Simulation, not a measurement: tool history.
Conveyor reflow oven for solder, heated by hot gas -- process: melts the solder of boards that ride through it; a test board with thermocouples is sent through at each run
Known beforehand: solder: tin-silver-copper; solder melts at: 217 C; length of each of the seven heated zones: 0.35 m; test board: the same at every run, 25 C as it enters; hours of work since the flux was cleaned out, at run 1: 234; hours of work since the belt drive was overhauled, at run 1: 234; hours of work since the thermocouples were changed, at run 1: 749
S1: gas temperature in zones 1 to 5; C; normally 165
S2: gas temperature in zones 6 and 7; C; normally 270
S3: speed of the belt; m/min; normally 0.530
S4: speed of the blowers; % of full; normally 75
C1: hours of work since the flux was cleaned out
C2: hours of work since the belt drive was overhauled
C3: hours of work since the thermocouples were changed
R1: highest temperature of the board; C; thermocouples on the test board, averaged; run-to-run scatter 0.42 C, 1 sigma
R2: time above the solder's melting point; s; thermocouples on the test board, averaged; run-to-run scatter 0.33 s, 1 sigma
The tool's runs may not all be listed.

{"run": 1, "hour": 0.0, "S1": 165, "S2": 270, "S3": 0.53, "S4": 75, "C1": 234, "C2": 234, "C3": 749, "R1": 250.9, "R2": 54.9}
{"run": 2, "hour": 30.1, "S1": 165, "S2": 270, "S3": 0.53, "S4": 75, "C1": 249, "C2": 249, "C3": 764, "R1": 251.8, "R2": 55.5}
{"run": 3, "hour": 83.9, "S1": 165, "S2": 270, "S3": 0.53, "S4": 75, "C1": 276, "C2": 276, "C3": 791, "R1": 251.4, "R2": 55.4}
{"run": 4, "hour": 114.7, "S1": 165, "S2": 270, "S3": 0.53, "S4": 75, "C1": 292, "C2": 292, "C3": 807, "R1": 251.0, "R2": 54.9}
{"run": 5, "hour": 141.7, "S1": 165, "S2": 270, "S3": 0.53, "S4": 75, "C1": 305, "C2": 305, "C3": 820, "R1": 250.8, "R2": 55.2}
{"run": 6, "hour": 201.2, "S1": 165, "S2": 270, "S3": 0.53, "S4": 52, "C1": 335, "C2": 335, "C3": 850, "R1": 241.4, "R2": 43.3}
{"hour": 222.9, "done": "thermocouples of zones 6 and 7 changed"}
{"run": 7, "hour": 262.7, "S1": 165, "S2": 270, "S3": 0.53, "S4": 52, "C1": 365, "C2": 365, "C3": 20, "R1": 241.8, "R2": 43.6}
{"run": 8, "hour": 310.2, "S1": 165, "S2": 270, "S3": 0.53, "S4": 52, "C1": 389, "C2": 389, "C3": 44, "R1": 241.4, "R2": 44.0}
{"run": 9, "hour": 340.4, "S1": 165, "S2": 270, "S3": 0.53, "S4": 52, "C1": 404, "C2": 404, "C3": 59, "R1": 240.7, "R2": 43.4}
{"run": 10, "hour": 379.0, "S1": 165, "S2": 270, "S3": 0.53, "S4": 85, "C1": 423, "C2": 423, "C3": 78, "R1": 253.5, "R2": 57.8}
{"run": 11, "hour": 416.9, "S1": 165, "S2": 270, "S3": 0.53, "S4": 85, "C1": 442, "C2": 442, "C3": 97, "R1": 253.0, "R2": 57.6}
{"run": 12, "hour": 464.1, "S1": 165, "S2": 283, "S3": 0.53, "S4": 75, "C1": 466, "C2": 466, "C3": 121, "R1": 261.4, "R2": 62.3}
{"hour": 477.0, "done": "flux residue cleaned out of gas plates and filters"}
{"run": 13, "hour": 509.3, "S1": 163, "S2": 270, "S3": 0.425, "S4": 75, "C1": 16, "C2": 486, "C3": 141, "R1": 260.5, "R2": 79.5}
{"run": 14, "hour": 547.8, "S1": 163, "S2": 270, "S3": 0.425, "S4": 75, "C1": 36, "C2": 505, "C3": 160, "R1": 259.7, "R2": 79.4}
{"run": 15, "hour": 611.3, "S1": 163, "S2": 270, "S3": 0.425, "S4": 75, "C1": 67, "C2": 537, "C3": 192, "R1": 259.3, "R2": 79.6}
{"run": 16, "hour": 638.5, "S1": 163, "S2": 270, "S3": 0.425, "S4": 75, "C1": 81, "C2": 551, "C3": 206, "R1": 259.8, "R2": 79.6}
{"run": 17, "hour": 665.3, "S1": 165, "S2": 270, "S3": 0.45, "S4": 70, "C1": 94, "C2": 564, "C3": 219, "R1": 257.0, "R2": 72.7}
{"run": 18, "hour": 717.4, "S1": 165, "S2": 281, "S3": 0.45, "S4": 83, "C1": 121, "C2": 590, "C3": 245, "R1": 270.2, "R2": 81.5}

Forecast run 19:
{"run": 19, "hour": 754.7, "S1": 165, "S2": 284, "S3": 0.53, "S4": 53, "C1": 139, "C2": 609, "C3": 264, "R1": "?", "R2": "?"}

Run 19 came out at R1 255.6 C, R2 57.4 s.
Were there no unlogged condition in the tool, this run, its random variation unchanged, would have produced R1 256.3 C, R2 56.9 s.

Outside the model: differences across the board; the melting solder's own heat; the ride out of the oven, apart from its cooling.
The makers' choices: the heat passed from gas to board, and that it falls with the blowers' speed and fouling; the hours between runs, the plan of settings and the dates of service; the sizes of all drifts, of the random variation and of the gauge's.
